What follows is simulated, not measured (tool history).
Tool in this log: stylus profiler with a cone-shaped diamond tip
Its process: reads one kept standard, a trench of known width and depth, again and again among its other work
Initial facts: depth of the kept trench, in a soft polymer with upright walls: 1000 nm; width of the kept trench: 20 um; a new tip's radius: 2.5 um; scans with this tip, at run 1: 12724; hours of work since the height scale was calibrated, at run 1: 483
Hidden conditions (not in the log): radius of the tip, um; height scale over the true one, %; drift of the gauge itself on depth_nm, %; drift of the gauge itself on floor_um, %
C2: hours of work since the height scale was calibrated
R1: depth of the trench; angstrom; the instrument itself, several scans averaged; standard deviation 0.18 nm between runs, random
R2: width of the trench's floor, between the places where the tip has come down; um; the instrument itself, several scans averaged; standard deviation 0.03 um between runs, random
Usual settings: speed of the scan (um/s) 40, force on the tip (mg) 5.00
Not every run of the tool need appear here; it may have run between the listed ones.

run 1 hour=0.0 | speed_of_the_scan_(um/s)=40 force_on_the_tip_(mg)=5.00 | scans_with_this_tip=12724 C2=483 | R1=10211.6 R2=14.24
run 2 hour=90.9 | speed_of_the_scan_(um/s)=40 force_on_the_tip_(mg)=5.00 | scans_with_this_tip=13056 C2=536 | R1=10207.5 R2=14.23
run 3 hour=144.1 | speed_of_the_scan_(um/s)=40 force_on_the_tip_(mg)=6.97 | scans_with_this_tip=13250 C2=567 | R1=10260.9 R2=14.26
run 4 hour=251.4 | speed_of_the_scan_(um/s)=40 force_on_the_tip_(mg)=5.00 | scans_with_this_tip=13641 C2=629 | R1=10203.7 R2=14.19
run 5 hour=342.7 | speed_of_the_scan_(um/s)=40 force_on_the_tip_(mg)=5.00 | scans_with_this_tip=13975 C2=682 | R1=10206.9 R2=14.12
-- hour=352.0 height scale calibrated on a step standard
run 6 hour=431.7 | speed_of_the_scan_(um/s)=11 force_on_the_tip_(mg)=3.37 | scans_with_this_tip=14298 C2=46 | R1=10152.4 R2=14.17
run 7 hour=526.5 | speed_of_the_scan_(um/s)=11 force_on_the_tip_(mg)=4.03 | scans_with_this_tip=14644 C2=101 | R1=10175.1 R2=14.20
run 8 hour=624.8 | speed_of_the_scan_(um/s)=32 force_on_the_tip_(mg)=6.50 | scans_with_this_tip=15002 C2=159 | R1=10242.6 R2=14.06
run 9 hour=704.6 | speed_of_the_scan_(um/s)=12 force_on_the_tip_(mg)=4.60 | scans_with_this_tip=15293 C2=205 | R1=10190.9 R2=14.10
run 10 hour=795.6 | speed_of_the_scan_(um/s)=12 force_on_the_tip_(mg)=1.99 | scans_with_this_tip=15626 C2=258 | R1=10096.5 R2=14.11

Forecast each of these 5 alternatives for the next run:
-- hour=836.2 height scale calibrated on a step standard, once more
run A hour=845.7 | speed_of_the_scan_(um/s)=40 force_on_the_tip_(mg)=6.93 | scans_with_this_tip=15807 C2=5 | R1=? R2=?
-- hour=836.2 height scale calibrated on a step standard, once more
run B hour=845.7 | speed_of_the_scan_(um/s)=37 force_on_the_tip_(mg)=3.85 | scans_with_this_tip=15807 C2=5 | R1=? R2=?
-- hour=836.2 height scale calibrated on a step standard, once more
run C hour=845.7 | speed_of_the_scan_(um/s)=18 force_on_the_tip_(mg)=4.66 | scans_with_this_tip=15807 C2=5 | R1=? R2=?
-- hour=836.2 height scale calibrated on a step standard, once more
run D hour=845.7 | speed_of_the_scan_(um/s)=143 force_on_the_tip_(mg)=8.62 | scans_with_this_tip=15807 C2=5 | R1=? R2=?
-- hour=836.2 height scale calibrated on a step standard, once more
run E hour=845.7 | speed_of_the_scan_(um/s)=40 force_on_the_tip_(mg)=2.01 | scans_with_this_tip=15807 C2=5 | R1=? R2=?

run=A R1=10275.0 R2=13.96
run=B R1=10185.3 R2=13.99
run=C R1=10210.0 R2=14.08
run=D R1=10316.5 R2=13.65
run=E R1=10120.1 R2=13.84
The same runs, with their run-to-run variation unchanged, on a tool lacking any hidden condition would have given:
run=A R1=10272.9 R2=15.83
run=B R1=10183.2 R2=15.86
run=C R1=10207.9 R2=15.95
run=D R1=10314.3 R2=15.52
run=E R1=10117.9 R2=15.71
